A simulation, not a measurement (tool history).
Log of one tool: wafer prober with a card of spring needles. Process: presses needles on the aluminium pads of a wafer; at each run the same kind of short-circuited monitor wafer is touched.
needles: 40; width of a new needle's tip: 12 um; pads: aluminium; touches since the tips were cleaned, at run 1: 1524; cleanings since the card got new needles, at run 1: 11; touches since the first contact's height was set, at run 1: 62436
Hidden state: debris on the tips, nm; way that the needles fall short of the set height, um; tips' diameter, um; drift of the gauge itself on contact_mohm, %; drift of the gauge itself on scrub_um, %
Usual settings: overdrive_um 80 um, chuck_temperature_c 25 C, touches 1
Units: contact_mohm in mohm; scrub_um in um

run	hour	overdrive_um	chuck_temperature_c	touches	touches since the tips were cleaned	cleanings since the card got new needles	touches since the first contact's height was set	contact_mohm	scrub_um
1	0.0	80	25	1	1524	11	62436	257	20.82
# hour 6.4: tips cleaned on abrasive film
# hour 14.6: tips cleaned on abrasive film
2	15.3	80	25	1	401	13	71415	259	20.91
# hour 23.9: tips cleaned on abrasive film
# hour 32.9: tips cleaned on abrasive film
# hour 42.4: tips cleaned on abrasive film
3	42.4	80	25	1	0	16	87418	258	20.85
# hour 50.9: tips cleaned on abrasive film
4	56.5	80	25	1	3370	17	95780	260	21.02
# hour 60.5: tips cleaned on abrasive film
# hour 69.9: tips cleaned on abrasive film
5	76.5	80	25	1	3925	19	107563	258	20.94
# hour 78.6: tips cleaned on abrasive film
# hour 88.6: tips cleaned on abrasive film
# hour 98.0: tips cleaned on abrasive film
6	98.4	80	25	1	206	22	120443	258	21.01
# hour 107.6: tips cleaned on abrasive film
7	110.7	80	25	1	1876	23	127729	256	21.03
# hour 116.0: tips cleaned on abrasive film
# hour 126.0: tips cleaned on abrasive film
# hour 135.6: tips cleaned on abrasive film
8	136.1	80	25	1	278	26	142685	261	21.24
# hour 144.6: tips cleaned on abrasive film
# hour 152.9: tips cleaned on abrasive film
# hour 161.6: tips cleaned on abrasive film
9	163.4	80	27	1	1042	29	158792	263	21.18
# hour 171.1: tips cleaned on abrasive film
# hour 180.8: tips cleaned on abrasive film
10	187.8	80	25	2	4149	31	173218	258	21.16
# hour 189.9: tips cleaned on abrasive film
# hour 199.4: tips cleaned on abrasive film
# hour 208.0: tips cleaned on abrasive film
11	214.6	80	25	2	3908	34	189023	258	21.32
# hour 216.5: tips cleaned on abrasive film
# hour 225.8: tips cleaned on abrasive film
12	233.7	80	92	2	4719	36	200289	277	21.56
# hour 235.7: tips cleaned on abrasive film
# hour 244.7: tips cleaned on abrasive film
# hour 253.3: tips cleaned on abrasive film
# hour 261.5: tips cleaned on abrasive film
13	261.5	80	92	1	0	40	216631	281	21.40
# hour 270.5: tips cleaned on abrasive film
# hour 280.3: tips cleaned on abrasive film
# hour 282.6: height of the first contact set anew
14	288.1	80	25	1	4503	42	3302	260	21.38
# hour 290.1: tips cleaned on abrasive film
# hour 298.9: tips cleaned on abrasive film
# hour 307.1: tips cleaned on abrasive film
15	309.0	73	25	1	1098	45	15529	261	19.40
# hour 311.7: gauge calibrated
# hour 315.5: tips cleaned on abrasive film
# hour 324.4: tips cleaned on abrasive film
16	324.4	80	36	2	0	47	24643	260	20.83
# hour 333.1: tips cleaned on abrasive film
# hour 341.9: tips cleaned on abrasive film
17	344.4	97	25	2	1541	49	36451	256	25.30
# hour 350.3: tips cleaned on abrasive film
# hour 360.2: tips cleaned on abrasive film
18	363.6	70	64	2	2013	51	47758	275	18.39
# hour 368.5: tips cleaned on abrasive film
# hour 378.7: tips cleaned on abrasive film
19	384.6	70	64	2	3523	53	60164	270	18.50
# hour 388.1: tips cleaned on abrasive film
# hour 397.6: tips cleaned on abrasive film
20	405.5	80	28	2	4674	55	72496	256	21.06
# hour 407.5: tips cleaned on abrasive film
# hour 416.0: tips cleaned on abrasive film
# hour 425.5: tips cleaned on abrasive film
21	427.3	99	25	1	1066	58	85311	251	26.36
# hour 434.1: tips cleaned on abrasive film
22	439.7	80	99	1	3322	59	92630	283	21.07
# hour 443.0: tips cleaned on abrasive film
# hour 451.6: tips cleaned on abrasive film
23	456.6	80	99	1	2972	61	102625	280	21.19
# hour 460.7: tips cleaned on abrasive film
# hour 469.9: tips cleaned on abrasive film
# hour 478.6: tips cleaned on abrasive film
24	478.6	73	39	2	0	64	115549	265	19.25
# hour 488.5: tips cleaned on abrasive film
# hour 498.6: tips cleaned on abrasive film
# hour 507.5: tips cleaned on abrasive film
25	507.5	73	54	1	0	67	132641	267	19.49
# hour 517.3: tips cleaned on abrasive film
# hour 526.1: tips cleaned on abrasive film
# hour 534.9: tips cleaned on abrasive film
26	537.6	62	48	1	1591	70	150363	270	16.72

The next listed run, before its measurement:
# hour 543.3: tips cleaned on abrasive film
# hour 551.6: tips cleaned on abrasive film
27	556.0	62	48	1	2645	72	161248	?	?

{"run 27": {"contact_mohm": 272, "scrub_um": 16.66}}
Without the tool's hidden state the same run would have given contact_mohm 272 mohm, scrub_um 16.30 um.
